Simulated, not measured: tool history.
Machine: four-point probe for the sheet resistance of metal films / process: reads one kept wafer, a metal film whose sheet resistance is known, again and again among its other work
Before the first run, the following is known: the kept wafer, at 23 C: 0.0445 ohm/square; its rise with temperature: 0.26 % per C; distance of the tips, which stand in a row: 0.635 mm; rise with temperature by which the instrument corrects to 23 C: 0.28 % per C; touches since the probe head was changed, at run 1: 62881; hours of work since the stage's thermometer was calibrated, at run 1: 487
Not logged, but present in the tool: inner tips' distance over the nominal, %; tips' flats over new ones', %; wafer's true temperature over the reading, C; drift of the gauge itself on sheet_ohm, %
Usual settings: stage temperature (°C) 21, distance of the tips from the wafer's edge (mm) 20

run	hour	stage temperature (°C)	distance of the tips from the wafer's edge (mm)	touches since the probe head was changed	hours of work since the stage's thermometer was calibrated	sheet resistance as the instrument gives it (ohm/square)
1	0.0	21	20	62881	487	0.045357
2	29.7	21	20	63748	509	0.045365
3	68.6	21	20	64884	538	0.045380
4	106.9	21	29	66000	567	0.045390
5	124.1	21	29	66502	580	0.045369
6	156.2	21	17	67438	605	0.045416
7	192.2	21	17	68488	632	0.045422
# hour 228.9: new probe head fitted
8	230.0	21	17	33	660	0.044584
9	254.2	21	17	740	678	0.044589
10	289.2	21	17	1761	704	0.044593
11	320.0	21	20	2660	727	0.044602
12	347.2	21	20	3453	748	0.044607
13	380.7	21	20	4432	773	0.044627
# hour 384.0: stage's thermometer calibrated
14	413.6	21	20	5376	22	0.044643
15	452.9	21	20	6524	52	0.044659
# hour 459.3: stage's thermometer calibrated, once more
16	476.9	21	36	7209	13	0.044629
17	514.2	21	20	8299	41	0.044647
18	548.3	21	12	9293	67	0.044694
19	578.3	21	12	10169	90	0.044702
20	594.4	21	12	10638	102	0.044715
21	610.6	27	3	11109	114	0.045660
22	628.2	27	3	11624	128	0.045674
23	650.8	33	25	12283	145	0.044605
24	679.5	33	25	13119	166	0.044577
25	717.1	33	25	14216	195	0.044613
26	754.7	25	20	15315	223	0.044683
27	777.1	27	22	15970	240	0.044681
28	814.0	25	10	17044	268	0.044775
29	851.3	20	4	18132	296	0.045337
30	889.4	33	66	19245	325	0.044650
31	912.0	21	39	19905	342	0.044771
32	944.0	23	4	20837	366	0.045353
33	969.0	23	4	21568	385	0.045354
34	990.0	23	4	22179	401	0.045356
35	1021.4	23	31	23097	424	0.044779
36	1058.8	19	4	24189	453	0.045408
37	1097.8	23	31	25324	482	0.044806
38	1127.6	29	11	26196	505	0.044851

Consider 4 possible next runs. They are alternatives, not a sequence: every one starts from the tool as it was left by run 38. What does each give?
A	1157.8	33	20	27077	527	?
B	1157.8	21	50	27077	527	?
C	1157.8	18	20	27077	527	?
D	1157.8	27	12	27077	527	?

run	sheet resistance as the instrument gives it (ohm/square)
A	0.044774
B	0.044855
C	0.044892
D	0.044836
Without the tool's unlogged condition, the same runs would have read:
run	sheet resistance as the instrument gives it (ohm/square)
A	0.044458
B	0.044537
C	0.044574
D	0.044518
